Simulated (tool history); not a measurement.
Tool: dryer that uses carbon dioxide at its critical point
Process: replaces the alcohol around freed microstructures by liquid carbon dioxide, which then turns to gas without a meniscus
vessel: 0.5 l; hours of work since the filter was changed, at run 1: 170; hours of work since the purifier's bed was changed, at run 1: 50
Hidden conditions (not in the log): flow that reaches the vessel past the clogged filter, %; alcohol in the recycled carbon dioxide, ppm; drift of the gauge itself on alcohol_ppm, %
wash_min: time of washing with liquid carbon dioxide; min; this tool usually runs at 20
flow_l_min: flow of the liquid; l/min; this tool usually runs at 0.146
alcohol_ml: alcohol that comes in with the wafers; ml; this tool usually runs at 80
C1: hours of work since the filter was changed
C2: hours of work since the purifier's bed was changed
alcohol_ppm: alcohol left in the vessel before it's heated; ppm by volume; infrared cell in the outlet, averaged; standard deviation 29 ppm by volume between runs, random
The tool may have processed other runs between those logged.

{"run": 1, "day": 0.0, "wash_min": 20, "flow_l_min": 0.146, "alcohol_ml": 80, "C1": 170, "C2": 50, "alcohol_ppm": 2950}
{"run": 2, "day": 0.646, "wash_min": 20, "flow_l_min": 0.146, "alcohol_ml": 80, "C1": 176, "C2": 57, "alcohol_ppm": 2931}
{"run": 3, "day": 0.967, "wash_min": 20, "flow_l_min": 0.146, "alcohol_ml": 27, "C1": 180, "C2": 60, "alcohol_ppm": 997}
{"day": 1.142, "done": "inlet filter changed"}
{"run": 4, "day": 1.479, "wash_min": 18, "flow_l_min": 0.146, "alcohol_ml": 80, "C1": 4, "C2": 65, "alcohol_ppm": 3019}
{"run": 5, "day": 1.867, "wash_min": 18, "flow_l_min": 0.146, "alcohol_ml": 80, "C1": 8, "C2": 69, "alcohol_ppm": 3071}
{"run": 6, "day": 2.475, "wash_min": 18, "flow_l_min": 0.146, "alcohol_ml": 80, "C1": 14, "C2": 76, "alcohol_ppm": 3059}
{"run": 7, "day": 3.117, "wash_min": 20, "flow_l_min": 0.114, "alcohol_ml": 80, "C1": 21, "C2": 83, "alcohol_ppm": 5526}
{"run": 8, "day": 3.583, "wash_min": 20, "flow_l_min": 0.146, "alcohol_ml": 80, "C1": 26, "C2": 87, "alcohol_ppm": 2088}
{"run": 9, "day": 4.2, "wash_min": 20, "flow_l_min": 0.146, "alcohol_ml": 80, "C1": 32, "C2": 94, "alcohol_ppm": 2123}
{"run": 10, "day": 4.583, "wash_min": 17, "flow_l_min": 0.116, "alcohol_ml": 46, "C1": 36, "C2": 98, "alcohol_ppm": 5236}
{"run": 11, "day": 5.246, "wash_min": 27, "flow_l_min": 0.14, "alcohol_ml": 80, "C1": 43, "C2": 105, "alcohol_ppm": 622}
{"run": 12, "day": 5.896, "wash_min": 27, "flow_l_min": 0.14, "alcohol_ml": 80, "C1": 50, "C2": 112, "alcohol_ppm": 620}
{"run": 13, "day": 6.279, "wash_min": 18, "flow_l_min": 0.14, "alcohol_ml": 84, "C1": 54, "C2": 116, "alcohol_ppm": 4167}
{"run": 14, "day": 6.775, "wash_min": 14, "flow_l_min": 0.14, "alcohol_ml": 75, "C1": 59, "C2": 121, "alcohol_ppm": 8637}
{"run": 15, "day": 7.45, "wash_min": 14, "flow_l_min": 0.132, "alcohol_ml": 109, "C1": 67, "C2": 128, "alcohol_ppm": 14788}
{"run": 16, "day": 7.829, "wash_min": 20, "flow_l_min": 0.146, "alcohol_ml": 67, "C1": 71, "C2": 132, "alcohol_ppm": 1903}

Below are 3 alternative next runs, each starting from the tool's condition after run 16. Predict each:
{"run": "A", "day": 8.121, "wash_min": 31, "flow_l_min": 0.146, "alcohol_ml": 67, "C1": 74, "C2": 135, "alcohol_ppm": "?"}
{"run": "B", "day": 8.121, "wash_min": 15, "flow_l_min": 0.126, "alcohol_ml": 43, "C1": 74, "C2": 135, "alcohol_ppm": "?"}
{"run": "C", "day": 8.121, "wash_min": 20, "flow_l_min": 0.094, "alcohol_ml": 38, "C1": 74, "C2": 135, "alcohol_ppm": "?"}

run=A alcohol_ppm=196
run=B alcohol_ppm=5600
run=C alcohol_ppm=5302
Stripped of hidden state, with their random variation kept, the same runs would have yielded:
run=A alcohol_ppm=131
run=B alcohol_ppm=4903
run=C alcohol_ppm=4655

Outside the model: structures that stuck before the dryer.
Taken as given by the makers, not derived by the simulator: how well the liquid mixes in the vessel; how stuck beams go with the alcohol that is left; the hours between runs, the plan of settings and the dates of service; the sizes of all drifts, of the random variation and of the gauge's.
